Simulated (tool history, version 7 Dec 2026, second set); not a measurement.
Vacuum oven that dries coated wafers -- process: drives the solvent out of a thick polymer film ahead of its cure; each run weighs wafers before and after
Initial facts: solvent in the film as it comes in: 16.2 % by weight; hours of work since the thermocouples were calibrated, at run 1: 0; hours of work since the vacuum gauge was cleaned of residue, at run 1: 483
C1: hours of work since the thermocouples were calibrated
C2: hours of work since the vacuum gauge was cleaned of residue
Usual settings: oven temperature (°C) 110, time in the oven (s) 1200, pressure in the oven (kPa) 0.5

run 1 day=0 | oven_temperature_(°C)=110 time_in_the_oven_(s)=1200 pressure_in_the_oven_(kPa)=0.5 | C1=0 C2=483 | solvent_left_in_the_film_(%)=1.41
run 2 day=0.988 | oven_temperature_(°C)=110 time_in_the_oven_(s)=1200 pressure_in_the_oven_(kPa)=0.5 | C1=15 C2=498 | solvent_left_in_the_film_(%)=1.5
run 3 day=1.65 | oven_temperature_(°C)=110 time_in_the_oven_(s)=1200 pressure_in_the_oven_(kPa)=0.5 | C1=26 C2=509 | solvent_left_in_the_film_(%)=1.43
run 4 day=2.162 | oven_temperature_(°C)=110 time_in_the_oven_(s)=1200 pressure_in_the_oven_(kPa)=0.5 | C1=34 C2=517 | solvent_left_in_the_film_(%)=1.54
run 5 day=2.888 | oven_temperature_(°C)=110 time_in_the_oven_(s)=1200 pressure_in_the_oven_(kPa)=0.329 | C1=45 C2=528 | solvent_left_in_the_film_(%)=1.43
run 6 day=3.754 | oven_temperature_(°C)=110 time_in_the_oven_(s)=1200 pressure_in_the_oven_(kPa)=0.329 | C1=58 C2=541 | solvent_left_in_the_film_(%)=1.39
run 7 day=4.471 | oven_temperature_(°C)=110 time_in_the_oven_(s)=1200 pressure_in_the_oven_(kPa)=0.5 | C1=70 C2=553 | solvent_left_in_the_film_(%)=1.57
run 8 day=5.246 | oven_temperature_(°C)=110 time_in_the_oven_(s)=1200 pressure_in_the_oven_(kPa)=0.5 | C1=82 C2=565 | solvent_left_in_the_film_(%)=1.47
run 9 day=6.058 | oven_temperature_(°C)=110 time_in_the_oven_(s)=1200 pressure_in_the_oven_(kPa)=0.5 | C1=94 C2=577 | solvent_left_in_the_film_(%)=1.54
run 10 day=6.55 | oven_temperature_(°C)=107 time_in_the_oven_(s)=1200 pressure_in_the_oven_(kPa)=0.5 | C1=102 C2=585 | solvent_left_in_the_film_(%)=1.81
run 11 day=7.267 | oven_temperature_(°C)=107 time_in_the_oven_(s)=1200 pressure_in_the_oven_(kPa)=0.5 | C1=113 C2=596 | solvent_left_in_the_film_(%)=1.84
run 12 day=7.933 | oven_temperature_(°C)=107 time_in_the_oven_(s)=1200 pressure_in_the_oven_(kPa)=0.5 | C1=124 C2=607 | solvent_left_in_the_film_(%)=1.88
run 13 day=8.662 | oven_temperature_(°C)=110 time_in_the_oven_(s)=1200 pressure_in_the_oven_(kPa)=0.5 | C1=135 C2=618 | solvent_left_in_the_film_(%)=1.48
run 14 day=9.188 | oven_temperature_(°C)=110 time_in_the_oven_(s)=1200 pressure_in_the_oven_(kPa)=0.5 | C1=143 C2=626 | solvent_left_in_the_film_(%)=1.43
run 15 day=10.096 | oven_temperature_(°C)=110 time_in_the_oven_(s)=1200 pressure_in_the_oven_(kPa)=0.5 | C1=157 C2=640 | solvent_left_in_the_film_(%)=1.51
run 16 day=10.992 | oven_temperature_(°C)=110 time_in_the_oven_(s)=1200 pressure_in_the_oven_(kPa)=0.26 | C1=171 C2=654 | solvent_left_in_the_film_(%)=1.36
run 17 day=11.546 | oven_temperature_(°C)=110 time_in_the_oven_(s)=1200 pressure_in_the_oven_(kPa)=0.26 | C1=180 C2=663 | solvent_left_in_the_film_(%)=1.31
run 18 day=12.192 | oven_temperature_(°C)=105 time_in_the_oven_(s)=1200 pressure_in_the_oven_(kPa)=0.5 | C1=190 C2=673 | solvent_left_in_the_film_(%)=2.15
run 19 day=12.829 | oven_temperature_(°C)=121 time_in_the_oven_(s)=1200 pressure_in_the_oven_(kPa)=0.5 | C1=200 C2=683 | solvent_left_in_the_film_(%)=0.78
run 20 day=13.575 | oven_temperature_(°C)=121 time_in_the_oven_(s)=1200 pressure_in_the_oven_(kPa)=0.618 | C1=211 C2=694 | solvent_left_in_the_film_(%)=0.71
run 21 day=14.608 | oven_temperature_(°C)=121 time_in_the_oven_(s)=1200 pressure_in_the_oven_(kPa)=0.618 | C1=228 C2=711 | solvent_left_in_the_film_(%)=0.72
run 22 day=15.654 | oven_temperature_(°C)=110 time_in_the_oven_(s)=1200 pressure_in_the_oven_(kPa)=0.5 | C1=244 C2=727 | solvent_left_in_the_film_(%)=1.53
run 23 day=16.325 | oven_temperature_(°C)=110 time_in_the_oven_(s)=1200 pressure_in_the_oven_(kPa)=0.5 | C1=254 C2=737 | solvent_left_in_the_film_(%)=1.58
run 24 day=17.292 | oven_temperature_(°C)=123 time_in_the_oven_(s)=1800 pressure_in_the_oven_(kPa)=1.955 | C1=269 C2=752 | solvent_left_in_the_film_(%)=0.97
-- day=17.45 vacuum gauge cleaned of residue and calibrated
run 25 day=18.221 | oven_temperature_(°C)=110 time_in_the_oven_(s)=1200 pressure_in_the_oven_(kPa)=0.695 | C1=283 C2=12 | solvent_left_in_the_film_(%)=1.61
run 26 day=18.95 | oven_temperature_(°C)=110 time_in_the_oven_(s)=1200 pressure_in_the_oven_(kPa)=0.897 | C1=294 C2=23 | solvent_left_in_the_film_(%)=1.75
run 27 day=19.708 | oven_temperature_(°C)=110 time_in_the_oven_(s)=2040 pressure_in_the_oven_(kPa)=0.374 | C1=306 C2=35 | solvent_left_in_the_film_(%)=0.62
run 28 day=20.579 | oven_temperature_(°C)=116 time_in_the_oven_(s)=660 pressure_in_the_oven_(kPa)=1.499 | C1=320 C2=49 | solvent_left_in_the_film_(%)=3.19
-- day=20.95 vacuum gauge cleaned of residue and calibrated, once more
run 29 day=21.533 | oven_temperature_(°C)=123 time_in_the_oven_(s)=1080 pressure_in_the_oven_(kPa)=1.655 | C1=334 C2=9 | solvent_left_in_the_film_(%)=0.96
run 30 day=22.271 | oven_temperature_(°C)=110 time_in_the_oven_(s)=1080 pressure_in_the_oven_(kPa)=0.721 | C1=345 C2=21 | solvent_left_in_the_film_(%)=1.87
run 31 day=22.879 | oven_temperature_(°C)=110 time_in_the_oven_(s)=1080 pressure_in_the_oven_(kPa)=0.721 | C1=355 C2=30 | solvent_left_in_the_film_(%)=1.76
run 32 day=23.688 | oven_temperature_(°C)=110 time_in_the_oven_(s)=660 pressure_in_the_oven_(kPa)=0.721 | C1=367 C2=43 | solvent_left_in_the_film_(%)=3.56
run 33 day=24.379 | oven_temperature_(°C)=109 time_in_the_oven_(s)=780 pressure_in_the_oven_(kPa)=0.882 | C1=378 C2=53 | solvent_left_in_the_film_(%)=3.08
run 34 day=25.146 | oven_temperature_(°C)=118 time_in_the_oven_(s)=960 pressure_in_the_oven_(kPa)=0.644 | C1=390 C2=65 | solvent_left_in_the_film_(%)=1.13
run 35 day=25.596 | oven_temperature_(°C)=118 time_in_the_oven_(s)=960 pressure_in_the_oven_(kPa)=0.644 | C1=397 C2=72 | solvent_left_in_the_film_(%)=1.16
run 36 day=26.596 | oven_temperature_(°C)=108 time_in_the_oven_(s)=900 pressure_in_the_oven_(kPa)=0.731 | C1=412 C2=88 | solvent_left_in_the_film_(%)=2.65
run 37 day=27.546 | oven_temperature_(°C)=97 time_in_the_oven_(s)=1440 pressure_in_the_oven_(kPa)=1.885 | C1=427 C2=103 | solvent_left_in_the_film_(%)=3.64
run 38 day=28.296 | oven_temperature_(°C)=119 time_in_the_oven_(s)=1260 pressure_in_the_oven_(kPa)=0.631 | C1=439 C2=114 | solvent_left_in_the_film_(%)=0.76
run 39 day=29.133 | oven_temperature_(°C)=121 time_in_the_oven_(s)=1320 pressure_in_the_oven_(kPa)=0.444 | C1=452 C2=127 | solvent_left_in_the_film_(%)=0.44
run 40 day=29.925 | oven_temperature_(°C)=110 time_in_the_oven_(s)=1680 pressure_in_the_oven_(kPa)=0.564 | C1=464 C2=140 | solvent_left_in_the_film_(%)=0.78
run 41 day=30.529 | oven_temperature_(°C)=120 time_in_the_oven_(s)=1200 pressure_in_the_oven_(kPa)=0.279 | C1=474 C2=149 | solvent_left_in_the_film_(%)=0.44
run 42 day=31.421 | oven_temperature_(°C)=115 time_in_the_oven_(s)=1200 pressure_in_the_oven_(kPa)=0.683 | C1=488 C2=163 | solvent_left_in_the_film_(%)=1.02
run 43 day=32.221 | oven_temperature_(°C)=105 time_in_the_oven_(s)=960 pressure_in_the_oven_(kPa)=1.689 | C1=500 C2=176 | solvent_left_in_the_film_(%)=3.36
run 44 day=33.146 | oven_temperature_(°C)=101 time_in_the_oven_(s)=1020 pressure_in_the_oven_(kPa)=0.76 | C1=514 C2=190 | solvent_left_in_the_film_(%)=3.3
run 45 day=34.179 | oven_temperature_(°C)=101 time_in_the_oven_(s)=1020 pressure_in_the_oven_(kPa)=0.546 | C1=531 C2=206 | solvent_left_in_the_film_(%)=3.12
run 46 day=34.896 | oven_temperature_(°C)=101 time_in_the_oven_(s)=1020 pressure_in_the_oven_(kPa)=0.546 | C1=542 C2=217 | solvent_left_in_the_film_(%)=3.15

Same runs, no hidden state in the tool, same run-to-run variation:
What the log doesn't record here: true wafer temperature over the reading, C; true pressure over the reading, kPa; drift of the gauge itself on solvent_pct, %.
run=1 solvent_left_in_the_film_(%)=1.3
run=2 solvent_left_in_the_film_(%)=1.4
run=3 solvent_left_in_the_film_(%)=1.33
run=4 solvent_left_in_the_film_(%)=1.43
run=5 solvent_left_in_the_film_(%)=1.32
run=6 solvent_left_in_the_film_(%)=1.28
run=7 solvent_left_in_the_film_(%)=1.46
run=8 solvent_left_in_the_film_(%)=1.37
run=9 solvent_left_in_the_film_(%)=1.43
run=10 solvent_left_in_the_film_(%)=1.69
run=11 solvent_left_in_the_film_(%)=1.73
run=12 solvent_left_in_the_film_(%)=1.76
run=13 solvent_left_in_the_film_(%)=1.38
run=14 solvent_left_in_the_film_(%)=1.33
run=15 solvent_left_in_the_film_(%)=1.4
run=16 solvent_left_in_the_film_(%)=1.25
run=17 solvent_left_in_the_film_(%)=1.2
run=18 solvent_left_in_the_film_(%)=2.03
run=19 solvent_left_in_the_film_(%)=0.69
run=20 solvent_left_in_the_film_(%)=0.61
run=21 solvent_left_in_the_film_(%)=0.63
run=22 solvent_left_in_the_film_(%)=1.41
run=23 solvent_left_in_the_film_(%)=1.47
run=24 solvent_left_in_the_film_(%)=0.87
run=25 solvent_left_in_the_film_(%)=1.48
run=26 solvent_left_in_the_film_(%)=1.62
run=27 solvent_left_in_the_film_(%)=0.44
run=28 solvent_left_in_the_film_(%)=3.14
run=29 solvent_left_in_the_film_(%)=0.99
run=30 solvent_left_in_the_film_(%)=1.93
run=31 solvent_left_in_the_film_(%)=1.82
run=32 solvent_left_in_the_film_(%)=3.66
run=33 solvent_left_in_the_film_(%)=3.17
run=34 solvent_left_in_the_film_(%)=1.18
run=35 solvent_left_in_the_film_(%)=1.21
run=36 solvent_left_in_the_film_(%)=2.74
run=37 solvent_left_in_the_film_(%)=3.74
run=38 solvent_left_in_the_film_(%)=0.78
run=39 solvent_left_in_the_film_(%)=0.44
run=40 solvent_left_in_the_film_(%)=0.79
run=41 solvent_left_in_the_film_(%)=0.45
run=42 solvent_left_in_the_film_(%)=1.05
run=43 solvent_left_in_the_film_(%)=3.47
run=44 solvent_left_in_the_film_(%)=3.4
run=45 solvent_left_in_the_film_(%)=3.22
run=46 solvent_left_in_the_film_(%)=3.26

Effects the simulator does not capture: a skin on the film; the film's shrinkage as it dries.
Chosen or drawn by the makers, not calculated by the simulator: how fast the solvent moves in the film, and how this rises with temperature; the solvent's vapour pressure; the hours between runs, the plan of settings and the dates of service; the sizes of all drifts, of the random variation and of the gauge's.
